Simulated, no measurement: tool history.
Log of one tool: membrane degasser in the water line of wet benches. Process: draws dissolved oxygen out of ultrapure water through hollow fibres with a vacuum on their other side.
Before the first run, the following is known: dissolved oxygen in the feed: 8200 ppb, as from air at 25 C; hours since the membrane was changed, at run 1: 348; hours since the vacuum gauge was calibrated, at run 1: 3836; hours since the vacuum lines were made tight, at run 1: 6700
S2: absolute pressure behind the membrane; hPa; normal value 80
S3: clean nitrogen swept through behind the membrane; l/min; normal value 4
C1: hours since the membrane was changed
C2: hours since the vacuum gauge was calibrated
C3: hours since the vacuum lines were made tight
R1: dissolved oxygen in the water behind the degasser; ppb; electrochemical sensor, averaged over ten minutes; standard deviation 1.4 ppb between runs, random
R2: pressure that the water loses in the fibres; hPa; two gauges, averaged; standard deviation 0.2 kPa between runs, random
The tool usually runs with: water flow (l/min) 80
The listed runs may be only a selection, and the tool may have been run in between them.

run 1 day=0 | water_flow_(l/min)=80 S2=80 S3=4 | C1=348 C2=3836 C3=6700 | R1=214.4 R2=440.1
run 2 day=1.412 | water_flow_(l/min)=80 S2=80 S3=4 | C1=381 C2=3870 C3=6734 | R1=215.9 R2=439.1
-- day=2.075 seals of the vacuum lines changed
run 3 day=3.779 | water_flow_(l/min)=80 S2=80 S3=4 | C1=436 C2=3924 C3=41 | R1=213.5 R2=439.4
run 4 day=6.029 | water_flow_(l/min)=80 S2=80 S3=4 | C1=490 C2=3978 C3=95 | R1=212.8 R2=440.3
run 5 day=7.15 | water_flow_(l/min)=80 S2=142.5 S3=4 | C1=517 C2=4005 C3=122 | R1=471.1 R2=435.9
run 6 day=9.638 | water_flow_(l/min)=80 S2=142.5 S3=4 | C1=577 C2=4065 C3=182 | R1=467.6 R2=438.3
run 7 day=11.071 | water_flow_(l/min)=80 S2=134.3 S3=4 | C1=611 C2=4099 C3=216 | R1=443.3 R2=436.5
run 8 day=12.196 | water_flow_(l/min)=80 S2=134.3 S3=4 | C1=638 C2=4126 C3=243 | R1=438.9 R2=437.6
run 9 day=13.4 | water_flow_(l/min)=71 S2=80 S3=4 | C1=667 C2=4155 C3=272 | R1=190.1 R2=390.8
run 10 day=15.421 | water_flow_(l/min)=71 S2=80 S3=4 | C1=716 C2=4204 C3=320 | R1=191.3 R2=391.5
run 11 day=17.383 | water_flow_(l/min)=69 S2=80 S3=4 | C1=763 C2=4251 C3=367 | R1=186.2 R2=378.2
run 12 day=18.583 | water_flow_(l/min)=69 S2=80 S3=4 | C1=792 C2=4280 C3=396 | R1=185.3 R2=379.5
run 13 day=20.146 | water_flow_(l/min)=69 S2=80 S3=4 | C1=829 C2=4317 C3=434 | R1=184.9 R2=379.4
run 14 day=22.625 | water_flow_(l/min)=69 S2=80 S3=4 | C1=889 C2=4377 C3=493 | R1=186.6 R2=382.5
run 15 day=24.642 | water_flow_(l/min)=57 S2=185.2 S3=11.36 | C1=937 C2=4425 C3=542 | R1=182.1 R2=308.1
run 16 day=26.917 | water_flow_(l/min)=57 S2=185.2 S3=11.36 | C1=992 C2=4480 C3=596 | R1=182.8 R2=314.9
run 17 day=29.188 | water_flow_(l/min)=57 S2=185.2 S3=11.36 | C1=1046 C2=4534 C3=651 | R1=182.1 R2=312.6
run 18 day=30.883 | water_flow_(l/min)=55 S2=124.5 S3=1.94 | C1=1087 C2=4575 C3=691 | R1=528.6 R2=300
run 19 day=33.375 | water_flow_(l/min)=122 S2=176.3 S3=4 | C1=1147 C2=4635 C3=751 | R1=878.1 R2=666.5
run 20 day=34.621 | water_flow_(l/min)=122 S2=176.3 S3=4 | C1=1176 C2=4665 C3=781 | R1=880.1 R2=670.2
run 21 day=36.288 | water_flow_(l/min)=122 S2=187.2 S3=4.41 | C1=1216 C2=4705 C3=821 | R1=863.1 R2=664
run 22 day=38.146 | water_flow_(l/min)=122 S2=187.2 S3=4.41 | C1=1261 C2=4749 C3=866 | R1=876.1 R2=666.8
-- day=38.8 vacuum gauge calibrated
run 23 day=40.104 | water_flow_(l/min)=80 S2=68.9 S3=4.95 | C1=1307 C2=31 C3=912 | R1=138.6 R2=438.8
run 24 day=41.579 | water_flow_(l/min)=80 S2=68.9 S3=4.95 | C1=1343 C2=67 C3=948 | R1=137.4 R2=437.5
run 25 day=44.067 | water_flow_(l/min)=66 S2=87.8 S3=1.62 | C1=1403 C2=126 C3=1007 | R1=434.8 R2=363
run 26 day=46.421 | water_flow_(l/min)=66 S2=87.8 S3=1.62 | C1=1459 C2=183 C3=1064 | R1=437.1 R2=361.8

Consider 4 possible next runs. They are alternatives, not a sequence: every one starts from the tool as it was left by run 26. What does each give?
run A day=48.275 | water_flow_(l/min)=54 S2=87.8 S3=4.84 | C1=1504 C2=227 C3=1108 | R1=? R2=?
run B day=48.275 | water_flow_(l/min)=111 S2=87.8 S3=1.62 | C1=1504 C2=227 C3=1108 | R1=? R2=?
run C day=48.275 | water_flow_(l/min)=76 S2=176.2 S3=7.56 | C1=1504 C2=227 C3=1108 | R1=? R2=?
run D day=48.275 | water_flow_(l/min)=80 S2=79.8 S3=4 | C1=1504 C2=227 C3=1108 | R1=? R2=?

run=A R1=144.4 R2=293.5
run=B R1=647 R2=610.3
run=C R1=330.9 R2=418.5
run=D R1=211.5 R2=436
Without the tool's unlogged condition, the same runs would have read:
run=A R1=144.3 R2=293.5
run=B R1=646.9 R2=610.3
run=C R1=330.8 R2=418.5
run=D R1=211.5 R2=436

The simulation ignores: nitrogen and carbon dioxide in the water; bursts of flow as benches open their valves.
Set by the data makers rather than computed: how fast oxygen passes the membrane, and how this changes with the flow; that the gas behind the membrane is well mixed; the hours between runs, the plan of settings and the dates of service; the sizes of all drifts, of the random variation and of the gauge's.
